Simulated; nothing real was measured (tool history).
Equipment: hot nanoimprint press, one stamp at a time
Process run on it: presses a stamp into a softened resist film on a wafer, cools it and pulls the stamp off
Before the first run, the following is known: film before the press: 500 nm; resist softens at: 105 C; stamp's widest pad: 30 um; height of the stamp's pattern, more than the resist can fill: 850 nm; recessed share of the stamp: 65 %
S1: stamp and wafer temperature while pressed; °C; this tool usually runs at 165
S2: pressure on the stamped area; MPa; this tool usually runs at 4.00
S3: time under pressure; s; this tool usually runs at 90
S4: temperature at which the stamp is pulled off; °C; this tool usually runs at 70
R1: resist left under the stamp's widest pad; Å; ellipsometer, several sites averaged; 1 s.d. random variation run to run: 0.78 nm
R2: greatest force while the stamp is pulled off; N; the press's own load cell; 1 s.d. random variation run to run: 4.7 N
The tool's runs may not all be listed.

Run 1, hour 0.0: usual settings. Result: R1 2491 Å, R2 242 N.
Run 2, hour 23.8: usual settings. Result: R1 2486 Å, R2 244 N.
Run 3, hour 44.3: usual settings. Result: R1 2500 Å, R2 254 N.
Run 4, hour 64.1: usual settings but S3 69 s. Result: R1 2746 Å, R2 259 N.
At hour 72.6: plate thermocouple calibrated.
Run 5, hour 89.2: usual settings but S2 5.31 MPa. Result: R1 2139 Å, R2 270 N.
At hour 100.2: press's hydraulic seals changed and the load cell set to zero.
Run 6, hour 131.3: usual settings but S2 5.31 MPa. Result: R1 2105 Å, R2 274 N.
Run 7, hour 150.1: usual settings but S2 5.31 MPa. Result: R1 2116 Å, R2 276 N.
Run 8, hour 185.8: usual settings but S2 5.31 MPa. Result: R1 2111 Å, R2 295 N.
Run 9, hour 202.8: usual settings but S2 5.31 MPa. Result: R1 2096 Å, R2 291 N.
At hour 230.6: stamp cleaned and given a new release coat.
Run 10, hour 238.0: usual settings but S2 5.31 MPa. Result: R1 2114 Å, R2 240 N.
Run 11, hour 272.2: usual settings but S2 6.12 MPa. Result: R1 1988 Å, R2 242 N.
Run 12, hour 294.7: usual settings but S1 158 °C, S2 6.12 MPa. Result: R1 3036 Å, R2 243 N.
Run 13, hour 330.8: usual settings but S1 164 °C, S2 4.58 MPa, S3 175 s, S4 58 °C. Result: R1 1873 Å, R2 292 N.
Run 14, hour 347.8: usual settings but S1 156 °C, S2 2.81 MPa, S3 59 s. Result: R1 4371 Å, R2 259 N.
Run 15, hour 376.4: usual settings but S1 156 °C, S2 2.81 MPa, S3 147 s, S4 66 °C. Result: R1 3759 Å, R2 281 N.
Run 16, hour 400.7: usual settings but S1 159 °C, S2 2.81 MPa, S3 54 s, S4 66 °C. Result: R1 4101 Å, R2 296 N.
Run 17, hour 423.3: usual settings but S1 170 °C, S2 5.94 MPa, S3 101 s, S4 66 °C. Result: R1 1420 Å, R2 295 N.
Run 18, hour 455.1: usual settings but S3 48 s, S4 73 °C. Result: R1 3017 Å, R2 280 N.

Each row is a separate what-if for the run after 18, all from the same tool condition, not one after another. Results?
Run A, hour 486.1: usual settings but S1 155 °C, S2 4.26 MPa, S3 59 s, S4 73 °C. Result: R1 ?, R2 ?.
Run B, hour 486.1: usual settings but S3 48 s, S4 73 °C. Result: R1 ?, R2 ?.
Run C, hour 486.1: usual settings but S1 169 °C, S2 4.80 MPa, S3 48 s, S4 73 °C. Result: R1 ?, R2 ?.
Run D, hour 486.1: usual settings but S1 164 °C, S3 115 s. Result: R1 ?, R2 ?.

run    R1   R2
  A  4219  283
  B  3014  289
  C  2254  290
  D  2367  302
Take away the tool's hidden state, keep each run's random variation, and the runs would have read:
run    R1   R2
  A  4155  219
  B  2934  223
  C  2184  224
  D  2292  233
